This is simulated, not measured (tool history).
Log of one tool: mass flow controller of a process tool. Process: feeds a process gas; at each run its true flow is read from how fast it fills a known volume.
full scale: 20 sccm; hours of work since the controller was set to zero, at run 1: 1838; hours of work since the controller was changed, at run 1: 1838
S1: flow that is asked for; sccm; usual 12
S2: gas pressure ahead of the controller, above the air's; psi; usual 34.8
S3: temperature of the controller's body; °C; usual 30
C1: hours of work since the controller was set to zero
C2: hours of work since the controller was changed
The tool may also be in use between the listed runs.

{"run": 1, "hour": 0.0, "S1": 12, "S2": 34.8, "S3": 30, "C1": 1838, "C2": 1838, "true flow (%)": 99.81}
{"run": 2, "hour": 180.1, "S1": 12, "S2": 28.1, "S3": 30, "C1": 1897, "C2": 1897, "true flow (%)": 99.85}
{"run": 3, "hour": 404.0, "S1": 12, "S2": 34.8, "S3": 30, "C1": 1970, "C2": 1970, "true flow (%)": 99.95}
{"run": 4, "hour": 534.2, "S1": 12, "S2": 33.1, "S3": 30, "C1": 2012, "C2": 2012, "true flow (%)": 99.98}
{"run": 5, "hour": 764.2, "S1": 12, "S2": 33.1, "S3": 30, "C1": 2088, "C2": 2088, "true flow (%)": 99.98}
{"run": 6, "hour": 867.2, "S1": 12, "S2": 33.1, "S3": 30, "C1": 2121, "C2": 2121, "true flow (%)": 99.92}
{"run": 7, "hour": 1004.5, "S1": 12, "S2": 33.1, "S3": 30, "C1": 2166, "C2": 2166, "true flow (%)": 99.84}
{"run": 8, "hour": 1146.2, "S1": 12, "S2": 33.1, "S3": 30, "C1": 2212, "C2": 2212, "true flow (%)": 100}
{"run": 9, "hour": 1261.7, "S1": 11, "S2": 33.1, "S3": 24, "C1": 2250, "C2": 2250, "true flow (%)": 100.45}
{"run": 10, "hour": 1409.6, "S1": 11, "S2": 23.2, "S3": 31, "C1": 2299, "C2": 2299, "true flow (%)": 99.97}
{"run": 11, "hour": 1524.2, "S1": 11, "S2": 23.2, "S3": 31, "C1": 2336, "C2": 2336, "true flow (%)": 100.07}
{"run": 12, "hour": 1689.3, "S1": 8, "S2": 28.6, "S3": 38, "C1": 2390, "C2": 2390, "true flow (%)": 99.05}
{"run": 13, "hour": 1840.9, "S1": 8, "S2": 28.6, "S3": 38, "C1": 2439, "C2": 2439, "true flow (%)": 99.1}
{"run": 14, "hour": 1966.6, "S1": 12, "S2": 34.8, "S3": 23, "C1": 2480, "C2": 2480, "true flow (%)": 100.79}
{"run": 15, "hour": 2186.6, "S1": 5, "S2": 36.7, "S3": 33, "C1": 2552, "C2": 2552, "true flow (%)": 99}
{"run": 16, "hour": 2378.3, "S1": 5, "S2": 36.7, "S3": 33, "C1": 2615, "C2": 2615, "true flow (%)": 99.04}

Some steps in true flow (%) between neighbouring runs. How much of each would the tool show without its hidden state too (settings, what came in, random variation), and how much is left for the hidden state, with any gauge scatter that isn't in both results?
The hidden state here: flow at rest that the sensor doesn't see, % of full scale; true flow over the shown one, %; drift of the gauge itself on true_pct, %.
Run 14 -> 15: S1 12 -> 5, S2 34.8 -> 36.7, S3 23 -> 33. true flow (%) -1.79: hidden state -0.44, all else -1.35.

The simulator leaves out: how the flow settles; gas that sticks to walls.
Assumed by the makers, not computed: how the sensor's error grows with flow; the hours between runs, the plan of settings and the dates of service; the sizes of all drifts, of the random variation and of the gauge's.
